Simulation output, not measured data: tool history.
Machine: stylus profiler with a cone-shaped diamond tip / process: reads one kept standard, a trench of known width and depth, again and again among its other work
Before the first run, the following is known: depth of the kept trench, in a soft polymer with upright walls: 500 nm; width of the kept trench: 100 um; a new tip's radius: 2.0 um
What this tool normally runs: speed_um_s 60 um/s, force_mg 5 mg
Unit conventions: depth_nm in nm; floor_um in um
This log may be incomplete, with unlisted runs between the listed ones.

run 1 hour=0 | speed_um_s=60 force_mg=5 | depth_nm=507 floor_um=96.28
run 2 hour=129.4 | speed_um_s=37 force_mg=5 | depth_nm=507.45 floor_um=96.3
run 3 hour=206.2 | speed_um_s=37 force_mg=5 | depth_nm=507.21 floor_um=96.3
run 4 hour=308.6 | speed_um_s=37 force_mg=5 | depth_nm=507.43 floor_um=96.22
-- hour=325.8 height scale calibrated on a step standard
run 5 hour=393.9 | speed_um_s=60 force_mg=5 | depth_nm=507.83 floor_um=96.06
run 6 hour=492 | speed_um_s=60 force_mg=5 | depth_nm=507.68 floor_um=96.07
-- hour=625.2 new tip fitted, height scale calibrated
run 7 hour=625.2 | speed_um_s=66 force_mg=5 | depth_nm=506.29 floor_um=97.14
-- hour=738.8 height scale calibrated on a step standard, once more
run 8 hour=742.3 | speed_um_s=60 force_mg=2.63 | depth_nm=504.03 floor_um=97
run 9 hour=823.3 | speed_um_s=60 force_mg=2.63 | depth_nm=504.15 floor_um=96.95
run 10 hour=923.3 | speed_um_s=60 force_mg=2.63 | depth_nm=504.02 floor_um=96.93
run 11 hour=1008.4 | speed_um_s=60 force_mg=8.98 | depth_nm=509.27 floor_um=97.07
run 12 hour=1083.5 | speed_um_s=19 force_mg=5.38 | depth_nm=506.64 floor_um=97.08
run 13 hour=1158.6 | speed_um_s=19 force_mg=5.38 | depth_nm=506.69 floor_um=97.03
run 14 hour=1274 | speed_um_s=53 force_mg=4.18 | depth_nm=505.57 floor_um=96.85
run 15 hour=1361.8 | speed_um_s=211 force_mg=5 | depth_nm=506.37 floor_um=96.26
run 16 hour=1468.3 | speed_um_s=45 force_mg=2.03 | depth_nm=503.62 floor_um=96.68
run 17 hour=1532.2 | speed_um_s=55 force_mg=2.54 | depth_nm=504.51 floor_um=96.7
run 18 hour=1661.1 | speed_um_s=55 force_mg=2.54 | depth_nm=504.2 floor_um=96.62
run 19 hour=1779.1 | speed_um_s=25 force_mg=2.07 | depth_nm=503.95 floor_um=96.74

Consider 5 possible next runs. They are alternatives, not a sequence: every one starts from the tool as it was left by run 19. What does each give?
run A hour=1872.1 | speed_um_s=161 force_mg=4.83 | depth_nm=? floor_um=?
run B hour=1872.1 | speed_um_s=60 force_mg=4.85 | depth_nm=? floor_um=?
run C hour=1872.1 | speed_um_s=49 force_mg=2.05 | depth_nm=? floor_um=?
run D hour=1872.1 | speed_um_s=65 force_mg=3.88 | depth_nm=? floor_um=?
run E hour=1872.1 | speed_um_s=29 force_mg=5.24 | depth_nm=? floor_um=?

run=A depth_nm=506.4 floor_um=96.23
run=B depth_nm=506.79 floor_um=96.63
run=C depth_nm=503.93 floor_um=96.57
run=D depth_nm=505.81 floor_um=96.48
run=E depth_nm=507.01 floor_um=96.71
Take away the tool's hidden state, keep each run's random variation, and the runs would have read:
run=A depth_nm=505.85 floor_um=96.81
run=B depth_nm=506.24 floor_um=97.21
run=C depth_nm=503.39 floor_um=97.15
run=D depth_nm=505.26 floor_um=97.06
run=E depth_nm=506.47 floor_um=97.29

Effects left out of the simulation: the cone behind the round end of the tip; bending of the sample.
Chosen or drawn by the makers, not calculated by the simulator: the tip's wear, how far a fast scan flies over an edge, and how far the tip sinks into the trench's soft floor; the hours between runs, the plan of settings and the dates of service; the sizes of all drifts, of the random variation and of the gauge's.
